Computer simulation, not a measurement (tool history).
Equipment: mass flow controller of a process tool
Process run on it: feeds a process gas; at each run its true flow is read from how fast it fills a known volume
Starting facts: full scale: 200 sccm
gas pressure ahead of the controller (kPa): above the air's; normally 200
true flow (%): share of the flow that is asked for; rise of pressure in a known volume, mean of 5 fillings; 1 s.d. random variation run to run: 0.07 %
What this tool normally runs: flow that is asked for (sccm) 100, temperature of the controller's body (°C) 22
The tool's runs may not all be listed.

run,day,flow that is asked for (sccm),gas pressure ahead of the controller (kPa),temperature of the controller's body (°C),true flow (%)
1,0,100,200,22,98.68
2,4.883,100,200,22,98.74
3,10.829,100,200,22,98.59
4,14.55,100,200,22,98.69
5,19.758,100,200,22,98.64
6,24.671,100,195,22,98.71
7,29.092,100,195,22,98.67
8,32.483,100,195,22,98.74
9,36.233,21,234,28,96.44
10,40.592,171,168,32,100.35
11,47.721,53,160,32,98.23
12,54.35,43,187,35,97.92
13,60.204,43,187,35,97.81

Consider 3 possible next runs. They are alternatives, not a sequence: every one starts from the tool as it was left by run 13. What does each give?
A,63.488,100,144,22,?
B,63.488,171,186,22,?
C,63.488,32,180,37,?

run,true flow (%)
A,98.76
B,99.82
C,97.52
What these runs would have given with no unlogged condition in the tool:
run,true flow (%)
A,98.5
B,99.43
C,97.92

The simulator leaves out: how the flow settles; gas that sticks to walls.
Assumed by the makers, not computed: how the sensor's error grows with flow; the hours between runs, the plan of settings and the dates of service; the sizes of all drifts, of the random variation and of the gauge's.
